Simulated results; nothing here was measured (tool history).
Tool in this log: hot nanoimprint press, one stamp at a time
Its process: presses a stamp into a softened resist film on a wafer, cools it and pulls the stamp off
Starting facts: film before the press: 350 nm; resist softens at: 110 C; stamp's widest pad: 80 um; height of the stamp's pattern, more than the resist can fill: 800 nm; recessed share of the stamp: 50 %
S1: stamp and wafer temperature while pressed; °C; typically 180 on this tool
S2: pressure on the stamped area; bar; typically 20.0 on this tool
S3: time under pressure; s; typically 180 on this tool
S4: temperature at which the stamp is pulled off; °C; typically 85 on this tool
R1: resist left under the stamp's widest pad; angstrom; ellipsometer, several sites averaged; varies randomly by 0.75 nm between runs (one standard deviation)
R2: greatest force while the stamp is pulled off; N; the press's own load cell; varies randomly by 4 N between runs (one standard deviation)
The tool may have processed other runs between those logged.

{"run": 1, "hour": 0.0, "S1": 180, "S2": 20.0, "S3": 180, "S4": 85, "R1": 1821, "R2": 246}
{"run": 2, "hour": 13.2, "S1": 188, "S2": 20.0, "S3": 180, "S4": 85, "R1": 1255, "R2": 246}
{"run": 3, "hour": 32.8, "S1": 180, "S2": 20.0, "S3": 91, "S4": 85, "R1": 2247, "R2": 265}
{"run": 4, "hour": 43.6, "S1": 180, "S2": 20.0, "S3": 180, "S4": 85, "R1": 1816, "R2": 265}
{"run": 5, "hour": 53.1, "S1": 180, "S2": 20.0, "S3": 180, "S4": 85, "R1": 1814, "R2": 267}
{"run": 6, "hour": 64.0, "S1": 180, "S2": 20.0, "S3": 180, "S4": 81, "R1": 1822, "R2": 291}
{"run": 7, "hour": 80.5, "S1": 180, "S2": 20.0, "S3": 244, "S4": 81, "R1": 1631, "R2": 290}
{"run": 8, "hour": 89.1, "S1": 180, "S2": 20.0, "S3": 244, "S4": 81, "R1": 1628, "R2": 301}
{"run": 9, "hour": 98.8, "S1": 180, "S2": 20.0, "S3": 244, "S4": 81, "R1": 1635, "R2": 300}
{"run": 10, "hour": 110.7, "S1": 180, "S2": 20.0, "S3": 244, "S4": 81, "R1": 1634, "R2": 294}
{"run": 11, "hour": 120.2, "S1": 173, "S2": 20.0, "S3": 180, "S4": 79, "R1": 2418, "R2": 322}
{"run": 12, "hour": 134.3, "S1": 180, "S2": 17.9, "S3": 180, "S4": 85, "R1": 1885, "R2": 263}
{"hour": 142.2, "done": "stamp cleaned and given a new release coat"}
{"run": 13, "hour": 159.3, "S1": 180, "S2": 17.9, "S3": 180, "S4": 85, "R1": 1895, "R2": 191}
{"run": 14, "hour": 175.3, "S1": 180, "S2": 17.9, "S3": 180, "S4": 85, "R1": 1887, "R2": 189}
{"run": 15, "hour": 191.4, "S1": 180, "S2": 17.2, "S3": 197, "S4": 85, "R1": 1859, "R2": 192}
{"run": 16, "hour": 202.3, "S1": 180, "S2": 20.0, "S3": 329, "S4": 84, "R1": 1450, "R2": 196}
{"run": 17, "hour": 214.6, "S1": 168, "S2": 20.0, "S3": 180, "S4": 85, "R1": 2835, "R2": 193}
{"run": 18, "hour": 231.5, "S1": 168, "S2": 20.0, "S3": 180, "S4": 85, "R1": 2839, "R2": 198}
{"run": 19, "hour": 242.5, "S1": 191, "S2": 20.0, "S3": 180, "S4": 85, "R1": 1078, "R2": 209}

Forecast each of these 4 alternatives for the next run:
{"run": "A", "hour": 260.6, "S1": 185, "S2": 13.3, "S3": 180, "S4": 85, "R1": "?", "R2": "?"}
{"run": "B", "hour": 260.6, "S1": 180, "S2": 20.0, "S3": 180, "S4": 84, "R1": "?", "R2": "?"}
{"run": "C", "hour": 260.6, "S1": 188, "S2": 20.0, "S3": 212, "S4": 85, "R1": "?", "R2": "?"}
{"run": "D", "hour": 260.6, "S1": 182, "S2": 13.0, "S3": 180, "S4": 79, "R1": "?", "R2": "?"}

run=A R1=1703 R2=211
run=B R1=1795 R2=210
run=C R1=1165 R2=203
run=D R1=1951 R2=237
Without the tool's unlogged condition, the same runs would have read:
run=A R1=1738 R2=198
run=B R1=1823 R2=197
run=C R1=1181 R2=191
run=D R1=1991 R2=221
